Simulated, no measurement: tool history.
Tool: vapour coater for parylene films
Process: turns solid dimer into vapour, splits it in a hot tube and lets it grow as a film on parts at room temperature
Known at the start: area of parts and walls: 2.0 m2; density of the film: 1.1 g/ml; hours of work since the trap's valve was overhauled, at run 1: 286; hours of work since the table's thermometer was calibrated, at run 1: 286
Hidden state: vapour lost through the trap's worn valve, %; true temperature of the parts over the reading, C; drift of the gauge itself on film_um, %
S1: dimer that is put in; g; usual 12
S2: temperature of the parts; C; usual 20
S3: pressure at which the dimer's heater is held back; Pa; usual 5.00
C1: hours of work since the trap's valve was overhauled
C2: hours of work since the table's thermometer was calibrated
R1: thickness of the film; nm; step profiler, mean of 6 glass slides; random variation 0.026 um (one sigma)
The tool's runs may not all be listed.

| run | hour | S1 | S2 | S3 | C1 | C2 | R1 |
|---|---|---|---|---|---|---|---|
| 1 | 0.0 | 12 | 20 | 5.00 | 286 | 286 | 3630 |
| 2 | 32.9 | 12 | 20 | 5.00 | 308 | 308 | 3540 |
|  | 42.5 | trap's valve overhauled |
| 3 | 77.1 | 12 | 20 | 5.00 | 24 | 335 | 3970 |
| 4 | 124.2 | 12 | 20 | 5.00 | 56 | 367 | 3870 |
| 5 | 166.2 | 12 | 20 | 5.00 | 84 | 396 | 3910 |
| 6 | 197.1 | 12 | 17 | 5.00 | 105 | 417 | 4110 |
| 7 | 233.7 | 12 | 17 | 5.00 | 130 | 442 | 4020 |
| 8 | 264.8 | 12 | 29 | 5.00 | 151 | 463 | 3150 |
| 9 | 316.1 | 12 | 29 | 5.00 | 186 | 498 | 3140 |
| 10 | 352.0 | 12 | 29 | 5.00 | 210 | 522 | 3110 |
| 11 | 398.7 | 12 | 29 | 5.00 | 242 | 554 | 3070 |
| 12 | 447.3 | 12 | 29 | 5.00 | 275 | 587 | 3020 |
| 13 | 495.7 | 12 | 29 | 5.00 | 308 | 620 | 2980 |
|  | 502.4 | trap's valve overhauled |
| 14 | 532.0 | 12 | 14 | 5.00 | 20 | 642 | 4440 |
| 15 | 577.9 | 18 | 15 | 3.86 | 51 | 673 | 6690 |
| 16 | 609.1 | 12 | 14 | 3.86 | 73 | 694 | 4550 |
| 17 | 640.1 | 12 | 14 | 3.86 | 94 | 715 | 4510 |
| 18 | 696.2 | 8 | 14 | 9.09 | 132 | 753 | 2630 |
| 19 | 746.8 | 20 | 20 | 5.00 | 166 | 788 | 6210 |
| 20 | 775.0 | 12 | 20 | 2.32 | 185 | 807 | 4110 |
| 21 | 831.5 | 12 | 20 | 2.32 | 224 | 845 | 4070 |
| 22 | 863.8 | 6 | 20 | 5.00 | 246 | 867 | 1820 |
| 23 | 917.4 | 6 | 20 | 5.70 | 282 | 904 | 1790 |
| 24 | 944.7 | 15 | 15 | 5.70 | 301 | 922 | 4950 |
|  | 966.5 | trap's valve overhauled |
| 25 | 1001.2 | 10 | 29 | 5.00 | 24 | 958 | 2750 |

Run 26 comes next. What will it give?
| 26 | 1039.3 | 10 | 29 | 5.00 | 50 | 984 | ? |

Run 26 gave R1 2750 nm.
Without the tool's hidden state the same run would have given R1 2790 nm.
